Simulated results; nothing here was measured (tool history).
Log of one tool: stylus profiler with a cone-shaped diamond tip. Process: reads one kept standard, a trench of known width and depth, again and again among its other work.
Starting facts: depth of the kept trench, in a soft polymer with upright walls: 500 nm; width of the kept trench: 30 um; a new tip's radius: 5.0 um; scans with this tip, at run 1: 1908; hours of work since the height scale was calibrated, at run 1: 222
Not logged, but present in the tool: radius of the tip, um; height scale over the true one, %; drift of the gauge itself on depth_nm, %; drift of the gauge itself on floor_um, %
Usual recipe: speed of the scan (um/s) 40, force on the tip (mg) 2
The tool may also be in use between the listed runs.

| run | day | speed of the scan (um/s) | force on the tip (mg) | scans with this tip | hours of work since the height scale was calibrated | depth of the trench (angstrom) | width of the trench's floor (um) |
|---|---|---|---|---|---|---|---|
| 1 | 0 | 40 | 2 | 1908 | 222 | 5068.3 | 25.48 |
| 2 | 0.362 | 40 | 2 | 1961 | 228 | 5069.8 | 25.51 |
| 3 | 0.912 | 40 | 2 | 2041 | 237 | 5069.5 | 25.54 |
| 4 | 1.571 | 21 | 2 | 2137 | 248 | 5067.2 | 25.59 |
| 5 | 2.317 | 21 | 2 | 2246 | 261 | 5066.4 | 25.6 |
| 6 | 2.667 | 59 | 2 | 2297 | 267 | 5064.6 | 25.52 |
| 7 | 3.404 | 59 | 2 | 2405 | 279 | 5069 | 25.48 |
| 8 | 4.017 | 40 | 2 | 2493 | 290 | 5070.8 | 25.53 |
| 9 | 4.767 | 40 | 2 | 2603 | 302 | 5069.6 | 25.51 |
| 10 | 5.142 | 40 | 2 | 2658 | 309 | 5067.2 | 25.53 |
| 11 | 5.712 | 40 | 2 | 2741 | 318 | 5070.3 | 25.56 |
| 12 | 6.25 | 40 | 6 | 2819 | 327 | 5143.8 | 25.55 |
| 13 | 7.054 | 40 | 2.49 | 2937 | 341 | 5079.3 | 25.55 |
| 14 | 7.871 | 15 | 5.99 | 3056 | 355 | 5141.2 | 25.63 |
| 15 | 8.579 | 32 | 3.37 | 3159 | 367 | 5096.5 | 25.57 |
| 16 | 9.383 | 62 | 0.94 | 3277 | 381 | 5040.4 | 25.34 |
| 17 | 10.121 | 18 | 1.38 | 3384 | 393 | 5051.8 | 25.55 |
| 18 | 10.7 | 63 | 2 | 3469 | 403 | 5067.3 | 25.45 |
| 19 | 11.462 | 63 | 2 | 3581 | 416 | 5069.8 | 25.47 |
| 20 | 12.054 | 90 | 0.7 | 3666 | 426 | 5035.5 | 25.19 |
| 21 | 12.692 | 64 | 0.88 | 3760 | 437 | 5040.2 | 25.37 |
| 22 | 13.217 | 136 | 1.59 | 3836 | 446 | 5058.9 | 25.23 |
| 23 | 13.821 | 157 | 5.48 | 3925 | 456 | 5134.9 | 25.4 |
| 24 | 14.446 | 28 | 3.96 | 4016 | 466 | 5106.6 | 25.54 |
| 25 | 15.104 | 28 | 3.96 | 4112 | 478 | 5105.3 | 25.58 |

Each row is a separate what-if for the run after 25, all from the same tool condition, not one after another. Results?
| A | 15.788 | 47 | 3.5 | 4212 | 489 | ? | ? |
| B | 15.788 | 40 | 0.72 | 4212 | 489 | ? | ? |
| C | 15.788 | 11 | 3.96 | 4212 | 489 | ? | ? |
| D | 15.788 | 34 | 4.8 | 4212 | 489 | ? | ? |
| E | 15.788 | 48 | 0.87 | 4212 | 489 | ? | ? |

| run | depth of the trench (angstrom) | width of the trench's floor (um) |
|---|---|---|
| A | 5102.3 | 25.49 |
| B | 5037.3 | 25.42 |
| C | 5111.3 | 25.62 |
| D | 5123.8 | 25.54 |
| E | 5036.4 | 25.4 |
What these runs would have given with no unlogged condition in the tool:
| run | depth of the trench (angstrom) | width of the trench's floor (um) |
|---|---|---|
| A | 5102.3 | 25.49 |
| B | 5037.2 | 25.43 |
| C | 5111.2 | 25.62 |
| D | 5123.8 | 25.54 |
| E | 5036.3 | 25.4 |
